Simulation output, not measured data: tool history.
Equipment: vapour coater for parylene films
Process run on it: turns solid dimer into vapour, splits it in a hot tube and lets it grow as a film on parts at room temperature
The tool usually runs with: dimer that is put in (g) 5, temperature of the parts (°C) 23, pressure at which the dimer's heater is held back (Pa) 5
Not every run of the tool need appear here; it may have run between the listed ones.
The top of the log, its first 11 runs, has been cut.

run	day	dimer that is put in (g)	temperature of the parts (°C)	pressure at which the dimer's heater is held back (Pa)	hours of work since the trap's valve was overhauled	hours of work since the table's thermometer was calibrated	thickness of the film (nm)
12	8.171	5	23	5	452	752	2680
13	9.083	4	23	5	471	771	2150
14	10.096	3	23	5	492	792	1650
15	10.762	3	23	5	506	806	1600
16	11.654	3	23	5	525	825	1590
17	12.496	5	32	5	542	843	2280
18	13.071	5	32	5	554	855	2280
# day 13.229: table's thermometer calibrated
19	13.529	5	31	2.11	563	6	2920
# day 14.421: trap's valve overhauled
20	14.688	5	21	7.74	6	27	2770
21	15.662	4	19	10.27	26	47	2080
22	16.188	7	23	10.45	37	58	3380
23	16.962	7	23	8.03	53	75	3680
24	17.962	7	20	8.03	74	96	3810
25	18.775	3	23	7.21	91	113	1590
26	19.621	3	23	7.21	109	130	1610
27	20.192	3	23	3.52	121	142	1880
28	20.717	2	35	2.29	132	153	1150
29	21.371	5	18	6.41	146	167	2960
30	21.879	3	18	4.46	156	178	1880
31	22.658	5	22	11.43	172	194	2340
32	23.475	5	25	6.24	190	211	2590

Predict each of these 4 candidate next runs independently; none follows another, all start after run 32:
A	24.321	9	25	6.24	207	229	?
B	24.321	5	23	2.72	207	229	?
C	24.321	4	17	3.17	207	229	?
D	24.321	2	23	5.82	207	229	?

run	thickness of the film (nm)
A	4700
B	3250
C	2750
D	1060
Without the tool's unlogged condition, the same runs would have read:
run	thickness of the film (nm)
A	4940
B	3420
C	2900
D	1120
